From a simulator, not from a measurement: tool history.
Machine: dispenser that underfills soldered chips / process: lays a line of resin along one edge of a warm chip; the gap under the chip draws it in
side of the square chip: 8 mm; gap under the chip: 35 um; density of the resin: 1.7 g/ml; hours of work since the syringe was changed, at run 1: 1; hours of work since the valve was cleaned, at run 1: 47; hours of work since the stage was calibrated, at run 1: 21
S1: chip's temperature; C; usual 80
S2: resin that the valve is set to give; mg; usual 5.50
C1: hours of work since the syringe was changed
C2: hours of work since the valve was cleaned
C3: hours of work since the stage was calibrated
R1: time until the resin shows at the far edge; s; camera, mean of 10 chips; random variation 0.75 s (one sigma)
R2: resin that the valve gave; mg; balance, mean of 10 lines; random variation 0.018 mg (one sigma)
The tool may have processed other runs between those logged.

Run 1, hour 0.0: usual settings; C1 1; C2 47; C3 21. Result: R1 73.0 s, R2 5.44 mg.
Run 2, hour 2.1: usual settings; C1 3; C2 48; C3 22. Result: R1 76.6 s, R2 5.44 mg.
Run 3, hour 5.2: usual settings; C1 5; C2 51; C3 24. Result: R1 84.5 s, R2 5.43 mg.
Run 4, hour 9.1: usual settings; C1 8; C2 53; C3 27. Result: R1 93.8 s, R2 5.42 mg.
Run 5, hour 11.4: usual settings; C1 9; C2 55; C3 29. Result: R1 101.1 s, R2 5.40 mg.
At hour 12.4: new syringe of resin.
Run 6, hour 15.0: usual settings; C1 2; C2 57; C3 31. Result: R1 75.0 s, R2 5.38 mg.
Run 7, hour 19.4: usual settings; C1 5; C2 60; C3 34. Result: R1 83.3 s, R2 5.37 mg.
Run 8, hour 24.3: usual settings; C1 8; C2 64; C3 38. Result: R1 97.5 s, R2 5.42 mg.
At hour 26.8: new syringe of resin.
Run 9, hour 29.0: usual settings; C1 2; C2 67; C3 41. Result: R1 73.5 s, R2 5.37 mg.
Run 10, hour 32.4: usual settings; C1 4; C2 69; C3 43. Result: R1 80.9 s, R2 5.38 mg.
Run 11, hour 36.7: usual settings; C1 7; C2 72; C3 46. Result: R1 92.5 s, R2 5.36 mg.
Run 12, hour 39.3: usual settings; C1 9; C2 74; C3 48. Result: R1 95.7 s, R2 5.39 mg.
At hour 41.1: new syringe of resin.
Run 13, hour 43.6: usual settings but S2 6.54 mg; C1 2; C2 77; C3 51. Result: R1 72.4 s, R2 6.39 mg.
Run 14, hour 46.1: usual settings but S2 6.54 mg; C1 3; C2 79; C3 52. Result: R1 76.7 s, R2 6.35 mg.
Run 15, hour 51.2: usual settings but S2 6.54 mg; C1 7; C2 82; C3 56. Result: R1 89.8 s, R2 6.37 mg.
Run 16, hour 54.7: usual settings but S2 7.15 mg; C1 9; C2 85; C3 58. Result: R1 95.5 s, R2 6.95 mg.
At hour 55.5: new syringe of resin.
Run 17, hour 57.9: usual settings but S2 6.35 mg; C1 2; C2 87; C3 60. Result: R1 73.0 s, R2 6.16 mg.
Run 18, hour 62.5: usual settings; C1 5; C2 90; C3 64. Result: R1 83.3 s, R2 5.36 mg.
Run 19, hour 67.2: usual settings; C1 8; C2 93; C3 67. Result: R1 95.6 s, R2 5.36 mg.
At hour 69.7: new syringe of resin.
Run 20, hour 69.7: usual settings; C1 0; C2 95; C3 68. Result: R1 69.4 s, R2 5.32 mg.
Run 21, hour 72.2: usual settings but S1 82 C, S2 5.45 mg; C1 2; C2 96; C3 70. Result: R1 68.1 s, R2 5.26 mg.
Run 22, hour 76.2: usual settings but S1 67 C, S2 5.67 mg; C1 4; C2 99; C3 73. Result: R1 129.7 s, R2 5.50 mg.
Run 23, hour 80.0: usual settings but S1 67 C, S2 5.67 mg; C1 7; C2 102; C3 76. Result: R1 143.2 s, R2 5.51 mg.
Run 24, hour 83.1: usual settings but S1 67 C, S2 5.67 mg; C1 9; C2 104; C3 78. Result: R1 156.2 s, R2 5.53 mg.
At hour 84.3: new syringe of resin.
Run 25, hour 88.0: usual settings but S1 68 C, S2 7.01 mg; C1 3; C2 107; C3 81. Result: R1 113.1 s, R2 6.79 mg.
Run 26, hour 92.1: usual settings but S1 68 C, S2 7.01 mg; C1 5; C2 110; C3 84. Result: R1 126.9 s, R2 6.76 mg.
Run 27, hour 96.3: usual settings but S1 68 C, S2 6.38 mg; C1 8; C2 113; C3 87. Result: R1 144.4 s, R2 6.16 mg.
At hour 98.7: new syringe of resin.
Run 28, hour 98.9: usual settings but S1 90 C, S2 5.77 mg; C1 0; C2 115; C3 88. Result: R1 48.9 s, R2 5.56 mg.
Run 29, hour 101.6: usual settings but S1 90 C, S2 5.77 mg; C1 2; C2 117; C3 90. Result: R1 51.7 s, R2 5.55 mg.
Run 30, hour 105.1: usual settings but S1 91 C; C1 4; C2 119; C3 93. Result: R1 57.3 s, R2 5.30 mg.

The next listed run, before its measurement:
Run 31, hour 108.8: usual settings but S1 70 C, S2 5.86 mg; C1 7; C2 122; C3 95. Result: R1 ?, R2 ?.

{"run 31": {"R1": 125.9, "R2": 5.64}}
Were there no unlogged condition in the tool, this run, its random variation unchanged, would have produced R1 96.6 s, R2 5.87 mg.
